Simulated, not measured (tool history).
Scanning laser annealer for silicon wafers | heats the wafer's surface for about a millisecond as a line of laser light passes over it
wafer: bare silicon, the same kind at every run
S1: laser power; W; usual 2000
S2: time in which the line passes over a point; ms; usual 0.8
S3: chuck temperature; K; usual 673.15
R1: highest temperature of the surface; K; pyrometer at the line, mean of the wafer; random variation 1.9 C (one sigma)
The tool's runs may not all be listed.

run 1 day=0 | S1=2000 S2=0.8 S3=673.15 | R1=1447.15
run 2 day=2.596 | S1=2000 S2=0.8 S3=673.15 | R1=1446.15
run 3 day=4.892 | S1=2000 S2=0.8 S3=673.15 | R1=1442.15
run 4 day=7.196 | S1=2000 S2=0.8 S3=673.15 | R1=1439.15
run 5 day=9.321 | S1=2000 S2=0.8 S3=673.15 | R1=1438.15
run 6 day=11.671 | S1=2000 S2=0.8 S3=673.15 | R1=1439.15
-- day=12.058 laser's power meter calibrated
run 7 day=14.604 | S1=1764 S2=0.936 S3=658.15 | R1=1348.15
-- day=16.621 laser's power meter calibrated, once more
run 8 day=17.021 | S1=1845 S2=0.961 S3=673.15 | R1=1423.15
run 9 day=19.721 | S1=2080 S2=0.8 S3=652.15 | R1=1458.15
run 10 day=22.525 | S1=1787 S2=0.692 S3=673.15 | R1=1283.15

3 ways to go on from here, each from the tool as it stands after run 10. What would each give?
run A day=24.383 | S1=1787 S2=0.697 S3=709.15 | R1=?
run B day=24.383 | S1=1869 S2=0.649 S3=673.15 | R1=?
run C day=24.383 | S1=2064 S2=0.845 S3=670.15 | R1=?

run=A R1=1321.15
run=B R1=1303.15
run=C R1=1482.15
Without the tool's hidden state the same runs would have given:
run=A R1=1347.15
run=B R1=1329.15
run=C R1=1516.15

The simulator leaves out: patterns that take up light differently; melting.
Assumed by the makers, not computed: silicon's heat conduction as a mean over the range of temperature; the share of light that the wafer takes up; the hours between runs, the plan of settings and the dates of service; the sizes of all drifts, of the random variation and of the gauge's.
